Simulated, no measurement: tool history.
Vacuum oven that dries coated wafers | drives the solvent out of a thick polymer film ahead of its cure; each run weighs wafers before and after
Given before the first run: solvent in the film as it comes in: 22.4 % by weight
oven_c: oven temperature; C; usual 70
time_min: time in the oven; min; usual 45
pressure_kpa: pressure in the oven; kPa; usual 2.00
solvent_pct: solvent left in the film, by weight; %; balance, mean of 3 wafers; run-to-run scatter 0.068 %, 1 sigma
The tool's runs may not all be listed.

run 1 day=0.000 | oven_c=70 time_min=45 pressure_kpa=2.00 | solvent_pct=5.00
run 2 day=0.842 | oven_c=70 time_min=45 pressure_kpa=2.00 | solvent_pct=5.00
run 3 day=1.567 | oven_c=70 time_min=45 pressure_kpa=2.00 | solvent_pct=4.99
run 4 day=2.479 | oven_c=70 time_min=45 pressure_kpa=2.00 | solvent_pct=5.03
run 5 day=2.921 | oven_c=70 time_min=45 pressure_kpa=2.00 | solvent_pct=5.09
run 6 day=3.696 | oven_c=70 time_min=45 pressure_kpa=2.00 | solvent_pct=4.96
run 7 day=4.304 | oven_c=70 time_min=47 pressure_kpa=2.00 | solvent_pct=4.88
run 8 day=5.117 | oven_c=70 time_min=45 pressure_kpa=2.00 | solvent_pct=4.99
run 9 day=5.967 | oven_c=72 time_min=67 pressure_kpa=3.05 | solvent_pct=3.53
run 10 day=6.488 | oven_c=64 time_min=67 pressure_kpa=2.99 | solvent_pct=5.73
run 11 day=6.942 | oven_c=64 time_min=41 pressure_kpa=2.00 | solvent_pct=7.54
run 12 day=7.546 | oven_c=70 time_min=28 pressure_kpa=2.00 | solvent_pct=7.96
run 13 day=8.392 | oven_c=72 time_min=66 pressure_kpa=1.43 | solvent_pct=2.47
run 14 day=8.992 | oven_c=70 time_min=67 pressure_kpa=6.18 | solvent_pct=6.26
run 15 day=9.812 | oven_c=64 time_min=54 pressure_kpa=2.12 | solvent_pct=6.03

What if the next run were any one of these 3? Each begins from the tool's condition after run 15:
run A day=10.604 | oven_c=64 time_min=78 pressure_kpa=2.04 | solvent_pct=?
run B day=10.604 | oven_c=59 time_min=45 pressure_kpa=2.00 | solvent_pct=?
run C day=10.604 | oven_c=65 time_min=26 pressure_kpa=2.12 | solvent_pct=?

run=A solvent_pct=4.29
run=B solvent_pct=8.67
run=C solvent_pct=10.23
With no hidden state in the tool, these same runs would have given:
run=A solvent_pct=3.99
run=B solvent_pct=8.30
run=C solvent_pct=9.89
